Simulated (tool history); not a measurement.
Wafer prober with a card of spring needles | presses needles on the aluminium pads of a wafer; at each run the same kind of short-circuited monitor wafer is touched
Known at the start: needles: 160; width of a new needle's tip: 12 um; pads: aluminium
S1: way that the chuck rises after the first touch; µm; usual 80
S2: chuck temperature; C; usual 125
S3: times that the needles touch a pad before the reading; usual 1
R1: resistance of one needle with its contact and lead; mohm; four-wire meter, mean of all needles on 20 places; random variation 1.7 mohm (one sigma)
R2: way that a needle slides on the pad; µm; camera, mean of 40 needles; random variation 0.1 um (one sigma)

run,hour,S1,S2,S3,R1,R2
1,0.0,80,125,1,180,10.48
# hour 4.4: tips cleaned on abrasive film
# hour 9.1: tips cleaned on abrasive film
2,9.1,80,125,1,173,10.45
# hour 13.5: tips cleaned on abrasive film
# hour 18.5: tips cleaned on abrasive film
# hour 23.6: tips cleaned on abrasive film
3,27.5,80,125,1,203,10.37
# hour 28.7: tips cleaned on abrasive film
# hour 33.5: tips cleaned on abrasive film
# hour 38.7: tips cleaned on abrasive film
# hour 44.0: tips cleaned on abrasive film
4,44.2,80,125,1,173,10.28
# hour 49.5: tips cleaned on abrasive film
# hour 53.9: tips cleaned on abrasive film
5,56.8,80,125,1,198,10.59
# hour 58.9: tips cleaned on abrasive film
# hour 64.0: tips cleaned on abrasive film
# hour 68.4: tips cleaned on abrasive film
6,70.5,80,125,1,190,10.22
# hour 73.7: tips cleaned on abrasive film
# hour 78.9: tips cleaned on abrasive film
7,81.3,80,125,2,183,10.41
# hour 83.6: tips cleaned on abrasive film
# hour 88.7: tips cleaned on abrasive film
# hour 93.6: tips cleaned on abrasive film
# hour 95.7: tips cleaned on abrasive film, once more
# hour 100.3: tips cleaned on abrasive film
8,100.3,99,125,1,169,12.95
# hour 104.7: tips cleaned on abrasive film
# hour 109.1: tips cleaned on abrasive film
# hour 113.5: tips cleaned on abrasive film
9,117.1,99,125,1,190,12.77
# hour 118.3: tips cleaned on abrasive film
# hour 123.5: tips cleaned on abrasive film
10,126.1,76,47,1,192,9.85
# hour 128.2: tips cleaned on abrasive film
# hour 132.6: tips cleaned on abrasive film
# hour 137.0: tips cleaned on abrasive film
11,137.5,80,43,1,164,10.27
# hour 141.7: tips cleaned on abrasive film
# hour 146.9: tips cleaned on abrasive film
# hour 151.3: tips cleaned on abrasive film
12,153.2,87,43,1,182,11.11
# hour 156.3: tips cleaned on abrasive film
# hour 161.6: tips cleaned on abrasive film
# hour 166.1: tips cleaned on abrasive film
# hour 170.5: tips cleaned on abrasive film
13,171.5,66,29,1,182,8.19
# hour 175.4: tips cleaned on abrasive film
# hour 180.6: tips cleaned on abrasive film
# hour 185.6: tips cleaned on abrasive film
14,185.6,68,108,2,172,8.54
# hour 191.1: tips cleaned on abrasive film
# hour 196.4: tips cleaned on abrasive film
15,198.9,95,108,1,185,12.18
# hour 201.2: tips cleaned on abrasive film
# hour 206.6: tips cleaned on abrasive film
16,208.1,79,125,3,178,9.95

Forecast each of these 3 alternatives for the next run:
# hour 211.3: tips cleaned on abrasive film
# hour 216.6: tips cleaned on abrasive film
# hour 221.7: tips cleaned on abrasive film
A,223.0,99,52,2,?,?
# hour 211.3: tips cleaned on abrasive film
# hour 216.6: tips cleaned on abrasive film
# hour 221.7: tips cleaned on abrasive film
B,223.0,85,59,2,?,?
# hour 211.3: tips cleaned on abrasive film
# hour 216.6: tips cleaned on abrasive film
# hour 221.7: tips cleaned on abrasive film
C,223.0,94,125,2,?,?

run,R1,R2
A,164,12.51
B,168,10.64
C,178,11.66
Without the tool's hidden state the same runs would have given:
run,R1,R2
A,153,13.27
B,153,11.40
C,167,12.42
